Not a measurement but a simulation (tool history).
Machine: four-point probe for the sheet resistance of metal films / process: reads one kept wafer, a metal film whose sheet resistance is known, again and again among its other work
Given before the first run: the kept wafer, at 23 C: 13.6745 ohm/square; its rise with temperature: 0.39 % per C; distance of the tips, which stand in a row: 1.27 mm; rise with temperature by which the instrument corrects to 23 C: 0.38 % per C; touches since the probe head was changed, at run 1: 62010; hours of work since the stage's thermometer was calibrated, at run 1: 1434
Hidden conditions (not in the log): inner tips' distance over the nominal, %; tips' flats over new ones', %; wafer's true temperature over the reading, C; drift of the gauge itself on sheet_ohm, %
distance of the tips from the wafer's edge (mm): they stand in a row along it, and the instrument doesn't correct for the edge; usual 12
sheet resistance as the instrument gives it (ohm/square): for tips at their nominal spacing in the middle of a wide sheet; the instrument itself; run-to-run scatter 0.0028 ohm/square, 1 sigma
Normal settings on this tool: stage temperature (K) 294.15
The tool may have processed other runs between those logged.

run,hour,stage temperature (K),distance of the tips from the wafer's edge (mm),touches since the probe head was changed,hours of work since the stage's thermometer was calibrated,sheet resistance as the instrument gives it (ohm/square)
1,0.0,294.15,12,62010,1434,13.753688
2,79.3,294.15,12,65634,1481,13.753165
3,131.7,294.15,12,68032,1512,13.750452
4,219.0,294.15,12,72022,1564,13.755562
5,310.3,294.15,11,76193,1619,13.771848
6,417.1,294.15,11,81078,1683,13.777963
7,533.9,294.15,11,86414,1752,13.775463
8,650.1,294.15,11,91727,1822,13.776186
9,736.5,294.15,11,95679,1873,13.777956
10,803.3,294.15,8,98731,1913,13.861831
11,862.8,302.15,12,101450,1948,13.773988
12,943.0,302.15,48,105119,1996,13.699330
13,1003.0,302.15,48,107861,2032,13.696825
14,1103.3,305.15,12,112446,2092,13.778751
15,1203.3,304.15,12,117016,2151,13.780678
16,1261.8,304.15,7,119692,2186,13.944490
17,1366.5,308.15,10,124479,2249,13.826324
18,1437.6,303.15,20,127728,2291,13.731961
19,1514.7,303.15,60,131254,2337,13.704883
20,1582.2,302.15,4,134337,2377,14.404816
21,1635.1,298.15,48,136758,2409,13.700459
22,1744.5,296.15,44,141758,2474,13.697714
23,1828.8,297.15,7,145612,2524,13.933357
24,1882.1,292.15,16,148046,2556,13.732588
# hour 1898.2: stage's thermometer calibrated
25,1947.0,293.15,37,150992,29,13.738452
26,2013.7,293.15,37,154039,69,13.743062
27,2119.0,293.15,37,158855,132,13.742496
28,2184.8,293.15,37,161861,171,13.743866

4 ways to go on from here, each from the tool as it stands after run 28. What would each give?
A,2295.5,292.15,9,166923,237,?
B,2295.5,295.15,38,166923,237,?
C,2295.5,305.15,72,166923,237,?
D,2295.5,306.15,37,166923,237,?

run,sheet resistance as the instrument gives it (ohm/square)
A,13.880164
B,13.750487
C,13.759577
D,13.758561
Stripped of hidden state, with their random variation kept, the same runs would have yielded:
run,sheet resistance as the instrument gives it (ohm/square)
A,13.812229
B,13.683116
C,13.692107
D,13.691094
